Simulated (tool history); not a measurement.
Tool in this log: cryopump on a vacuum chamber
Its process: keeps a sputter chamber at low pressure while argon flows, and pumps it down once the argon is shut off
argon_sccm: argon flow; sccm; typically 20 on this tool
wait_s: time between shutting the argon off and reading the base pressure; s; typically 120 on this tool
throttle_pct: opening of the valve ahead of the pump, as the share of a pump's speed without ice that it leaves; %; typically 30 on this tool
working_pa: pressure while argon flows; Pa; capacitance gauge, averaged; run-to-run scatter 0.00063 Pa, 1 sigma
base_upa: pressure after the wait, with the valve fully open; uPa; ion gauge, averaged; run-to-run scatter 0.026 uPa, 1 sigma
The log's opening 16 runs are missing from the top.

run    hour  argon_sccm  wait_s  throttle_pct  working_pa  base_upa
 17  1071.8          20     120            51      0.0606      1.53
     1152.7  -- pump warmed up, emptied and cooled again
 18  1159.0          20     120            51      0.0571      1.46
 19  1259.9          20     103            30      0.0974      1.70
 20  1363.1          20     140            30      0.0993      1.41
 21  1424.4          35     279            24      0.2174      1.09
 22  1509.8          35     279            24      0.2169      1.13
 23  1578.8          35     279            24      0.2170      1.13
 24  1656.7          20     247            46      0.0679      1.26
 25  1713.2          20      59            16      0.1869      2.66
     1727.8  -- pump warmed up, emptied and cooled again
 26  1806.9          20     120            43      0.0686      1.64
 27  1860.0           9      24            43      0.0301      5.10
 28  1939.0           9      24            43      0.0321      5.21
 29  2021.0          25      31            16      0.2280      4.24
 30  2086.4          13     149            23      0.0849      1.62
 31  2175.9          13     149            23      0.0843      1.71
 32  2244.4          20      58            59      0.0548      2.80
     2301.5  -- pump warmed up, emptied and cooled again
 33  2337.5           8     246            35      0.0342      1.31
 34  2428.9          20      28            54      0.0550      4.58

Consider 4 possible next runs. They are alternatives, not a sequence: every one starts from the tool as it was left by run 34. What does each give?
  A  2505.2          20     120            60           ?         ?
  B  2505.2           9      28            20           ?         ?
  C  2505.2          20      28            21           ?         ?
  D  2505.2          21      22            51           ?         ?

run  working_pa  base_upa
  A      0.0496      1.88
  B      0.0662      4.72
  C      0.1385      4.66
  D      0.0627      5.75
What these runs would have given with no unlogged condition in the tool:
run  working_pa  base_upa
  A      0.0464      1.14
  B      0.0648      3.98
  C      0.1353      3.94
  D      0.0594      5.01
